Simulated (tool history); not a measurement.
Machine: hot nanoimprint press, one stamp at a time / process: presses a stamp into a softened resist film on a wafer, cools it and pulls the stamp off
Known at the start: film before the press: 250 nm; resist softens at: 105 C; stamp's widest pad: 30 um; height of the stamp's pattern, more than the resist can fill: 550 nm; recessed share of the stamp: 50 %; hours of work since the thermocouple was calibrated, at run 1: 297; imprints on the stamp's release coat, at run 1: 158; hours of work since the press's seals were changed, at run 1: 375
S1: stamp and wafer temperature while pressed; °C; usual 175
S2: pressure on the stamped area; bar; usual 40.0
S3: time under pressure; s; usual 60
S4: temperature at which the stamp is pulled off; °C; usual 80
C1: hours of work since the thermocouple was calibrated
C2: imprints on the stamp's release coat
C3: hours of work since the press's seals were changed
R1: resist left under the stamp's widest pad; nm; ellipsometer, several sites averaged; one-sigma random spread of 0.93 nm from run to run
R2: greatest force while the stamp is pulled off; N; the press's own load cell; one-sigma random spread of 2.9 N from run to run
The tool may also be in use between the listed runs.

run 1 hour=0.0 | S1=175 S2=40.0 S3=60 S4=80 | C1=297 C2=158 C3=375 | R1=133.4 R2=140
run 2 hour=19.2 | S1=175 S2=40.0 S3=60 S4=80 | C1=307 C2=231 C3=385 | R1=133.8 R2=145
run 3 hour=47.8 | S1=175 S2=40.0 S3=60 S4=80 | C1=321 C2=339 C3=399 | R1=134.6 R2=146
run 4 hour=70.9 | S1=175 S2=40.0 S3=60 S4=80 | C1=333 C2=427 C3=411 | R1=135.4 R2=152
run 5 hour=107.1 | S1=175 S2=49.5 S3=60 S4=80 | C1=351 C2=564 C3=429 | R1=123.1 R2=152
run 6 hour=137.6 | S1=175 S2=40.0 S3=79 S4=80 | C1=366 C2=679 C3=444 | R1=124.0 R2=163
run 7 hour=175.2 | S1=175 S2=40.0 S3=60 S4=80 | C1=385 C2=821 C3=463 | R1=136.3 R2=165
run 8 hour=198.1 | S1=175 S2=40.0 S3=99 S4=80 | C1=397 C2=908 C3=474 | R1=112.5 R2=157
run 9 hour=226.2 | S1=175 S2=25.5 S3=60 S4=80 | C1=411 C2=1014 C3=489 | R1=161.2 R2=173
run 10 hour=248.9 | S1=175 S2=40.0 S3=60 S4=80 | C1=422 C2=1101 C3=500 | R1=135.2 R2=170
run 11 hour=274.3 | S1=175 S2=40.0 S3=60 S4=82 | C1=435 C2=1197 C3=513 | R1=136.3 R2=168
-- hour=293.1 stamp cleaned and given a new release coat
run 12 hour=305.2 | S1=175 S2=40.0 S3=60 S4=82 | C1=447 C2=46 C3=525 | R1=135.7 R2=139
-- hour=316.4 plate thermocouple calibrated
run 13 hour=332.5 | S1=175 S2=40.0 S3=33 S4=82 | C1=8 C2=138 C3=537 | R1=160.5 R2=133
run 14 hour=368.0 | S1=175 S2=40.0 S3=33 S4=82 | C1=26 C2=272 C3=555 | R1=158.5 R2=131
run 15 hour=390.4 | S1=175 S2=40.0 S3=34 S4=80 | C1=37 C2=357 C3=566 | R1=158.7 R2=142
run 16 hour=419.0 | S1=175 S2=40.0 S3=34 S4=80 | C1=52 C2=465 C3=581 | R1=157.4 R2=144
run 17 hour=437.5 | S1=175 S2=40.0 S3=34 S4=80 | C1=61 C2=535 C3=590 | R1=159.5 R2=151
run 18 hour=466.0 | S1=175 S2=40.0 S3=34 S4=80 | C1=75 C2=643 C3=604 | R1=158.8 R2=152
run 19 hour=498.0 | S1=182 S2=39.3 S3=36 S4=80 | C1=91 C2=764 C3=620 | R1=123.1 R2=164
run 20 hour=525.1 | S1=182 S2=39.3 S3=97 S4=87 | C1=105 C2=867 C3=634 | R1=83.1 R2=141
run 21 hour=563.8 | S1=185 S2=30.2 S3=118 S4=80 | C1=124 C2=1013 C3=654 | R1=76.2 R2=167
run 22 hour=601.3 | S1=177 S2=29.0 S3=79 S4=74 | C1=143 C2=1155 C3=672 | R1=126.9 R2=180
-- hour=630.6 stamp cleaned and given a new release coat
run 23 hour=635.5 | S1=167 S2=42.7 S3=60 S4=75 | C1=157 C2=19 C3=686 | R1=174.1 R2=146
run 24 hour=672.0 | S1=167 S2=40.2 S3=60 S4=75 | C1=176 C2=157 C3=705 | R1=179.0 R2=151

Estimate the outcome of run 25 from the log above:
run 25 hour=696.5 | S1=180 S2=52.5 S3=44 S4=72 | C1=188 C2=249 C3=717 | R1=? R2=?

Run 25 came out at R1 110.8 nm, R2 157 N.
On a tool with no hidden condition, and with the same random variation, this run would have come out at R1 107.2 nm, R2 149 N.

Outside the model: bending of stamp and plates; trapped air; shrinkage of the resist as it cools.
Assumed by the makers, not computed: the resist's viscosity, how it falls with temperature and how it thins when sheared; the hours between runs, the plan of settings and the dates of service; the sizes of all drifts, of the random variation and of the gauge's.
